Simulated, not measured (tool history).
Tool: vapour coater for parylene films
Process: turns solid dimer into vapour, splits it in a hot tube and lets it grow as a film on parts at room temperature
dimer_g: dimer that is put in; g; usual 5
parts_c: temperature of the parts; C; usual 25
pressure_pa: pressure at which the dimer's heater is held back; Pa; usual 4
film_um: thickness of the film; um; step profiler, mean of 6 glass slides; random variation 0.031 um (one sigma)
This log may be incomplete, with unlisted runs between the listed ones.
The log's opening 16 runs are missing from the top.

run     day  dimer_g  parts_c  pressure_pa  film_um
 17  11.292        5       25            4      2.7
 18  11.917        7       25            4     3.71
 19  12.429        3       25            4     1.61
 20  13.221        6       25            4     3.16
     14.017  -- trap's valve overhauled, once more
 21  14.054        4       17         2.32     3.83
 22  14.892        4       17         2.32     3.76
 23    15.9        4       17         2.32     3.81
 24  16.604        4       17         5.24     3.52
 25  17.558        2       19         5.89     1.56
 26  18.554        2       19         5.89     1.55
 27  19.104        7       19         2.78     5.86
 28  19.579        7       19         2.78     5.78
 29  20.312        9       17         2.78     8.13
 30  20.758        6       18         6.39     4.77
 31  21.629        5       19            4     3.97
 32  22.138        5       19            4     4.01
 33  23.054        3       25         2.56     1.94
 34  23.783        5       24            4     3.17
 35  24.529        5       24            4     3.17
 36  25.279        5       24            4     3.18

Run 37 is up next; what results do you expect?
 37  26.038        5       25         7.39        ?

film_um: 2.75 um
Without the tool's hidden state the same run would have given film_um 2.99 um.
